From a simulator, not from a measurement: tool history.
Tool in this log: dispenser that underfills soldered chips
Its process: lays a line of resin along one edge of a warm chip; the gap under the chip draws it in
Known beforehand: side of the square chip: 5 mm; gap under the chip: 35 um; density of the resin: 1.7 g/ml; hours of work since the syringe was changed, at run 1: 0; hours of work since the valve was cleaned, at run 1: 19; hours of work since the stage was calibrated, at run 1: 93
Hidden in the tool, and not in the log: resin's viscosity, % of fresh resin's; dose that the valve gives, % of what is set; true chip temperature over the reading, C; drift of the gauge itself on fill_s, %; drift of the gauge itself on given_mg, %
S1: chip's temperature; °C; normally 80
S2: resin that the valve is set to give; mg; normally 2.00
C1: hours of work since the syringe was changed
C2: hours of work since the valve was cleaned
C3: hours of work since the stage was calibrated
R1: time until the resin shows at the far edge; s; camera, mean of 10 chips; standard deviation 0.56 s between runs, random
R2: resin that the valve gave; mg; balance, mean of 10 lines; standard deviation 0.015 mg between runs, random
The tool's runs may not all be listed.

run,day,S1,S2,C1,C2,C3,R1,R2
1,0.000,80,2.00,0,19,93,49.7,2.00
2,0.208,80,2.00,4,22,96,53.0,2.01
# day 0.346: new syringe of resin
3,0.379,80,2.00,0,25,99,50.7,1.97
4,0.504,80,2.00,2,27,100,53.0,1.98
# day 0.717: new syringe of resin
5,0.775,80,2.00,1,30,104,50.7,1.97
6,0.979,80,2.27,4,34,107,53.7,2.25
# day 1.088: new syringe of resin
7,1.142,80,2.27,1,36,110,47.2,2.23
8,1.304,93,2.27,3,38,112,30.0,2.25
# day 1.471: new syringe of resin
9,1.479,93,2.27,0,41,115,27.4,2.23
10,1.604,93,2.27,2,43,116,28.7,2.24
11,1.792,93,2.27,5,45,119,30.9,2.22
# day 1.854: new syringe of resin
12,2.083,93,2.27,3,50,123,29.5,2.23
# day 2.246: new syringe of resin
13,2.279,69,2.00,1,52,126,78.2,1.97
14,2.475,94,2.00,3,55,129,29.7,1.97
# day 2.612: new syringe of resin
15,2.633,89,2.00,0,57,131,34.3,1.93
16,2.917,80,1.92,5,62,136,56.4,1.90
# day 2.983: new syringe of resin
17,3.171,80,2.00,3,65,139,51.4,1.98
# day 3.362: new syringe of resin
18,3.433,80,2.00,1,69,143,50.0,1.96
19,3.696,80,2.34,5,73,147,54.9,2.27
# day 3.746: new syringe of resin
20,3.938,80,2.34,3,76,150,51.0,2.25
# day 4.117: new syringe of resin
21,4.138,67,2.36,0,79,153,87.3,2.29
22,4.346,85,2.44,3,82,156,41.4,2.35
# day 4.483: new syringe of resin
23,4.550,87,1.74,1,85,159,40.0,1.71

Forecast run 24:
24,4.688,83,2.02,3,87,161,?,?

R1: 47.0 s
R2: 1.96 mg
Had the tool carried no hidden state, the very same run would have given R1 41.5 s, R2 2.02 mg.
